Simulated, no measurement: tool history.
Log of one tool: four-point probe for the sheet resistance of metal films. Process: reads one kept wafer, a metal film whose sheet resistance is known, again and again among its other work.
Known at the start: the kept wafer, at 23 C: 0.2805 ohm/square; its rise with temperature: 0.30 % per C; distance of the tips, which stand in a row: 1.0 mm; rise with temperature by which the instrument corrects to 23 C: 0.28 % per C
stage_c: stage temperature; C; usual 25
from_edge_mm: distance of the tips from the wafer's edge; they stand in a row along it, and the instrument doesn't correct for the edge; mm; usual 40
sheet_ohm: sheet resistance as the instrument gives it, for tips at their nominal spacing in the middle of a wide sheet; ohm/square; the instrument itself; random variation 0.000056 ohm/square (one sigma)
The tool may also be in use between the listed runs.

run	hour	stage_c	from_edge_mm	sheet_ohm
1	0	25	40	0.280579
2	82.7	20	40	0.280178
3	144.1	21	40	0.28034
4	182.8	35	40	0.281323
5	238.2	25	40	0.280732
6	294.2	25	40	0.28071
7	365.9	25	40	0.280815
8	430.4	25	40	0.280606
9	476.2	25	40	0.280672
10	539.6	25	40	0.280765
11	600.9	25	40	0.280831
12	646.1	28	64	0.280857
13	726.9	28	64	0.280813
14	800.6	20	10	0.281676
15	840.3	29	31	0.280996
16	877	29	31	0.281129
17	937.8	29	31	0.281046
18	1024	32	71	0.281164
19	1087.1	32	71	0.281091

The next listed run, before its measurement:
20	1158	31	3	?

{"run 20": {"sheet_ohm": 0.296826}}
Without the tool's hidden state the same run would have given sheet_ohm 0.296875 ohm/square.
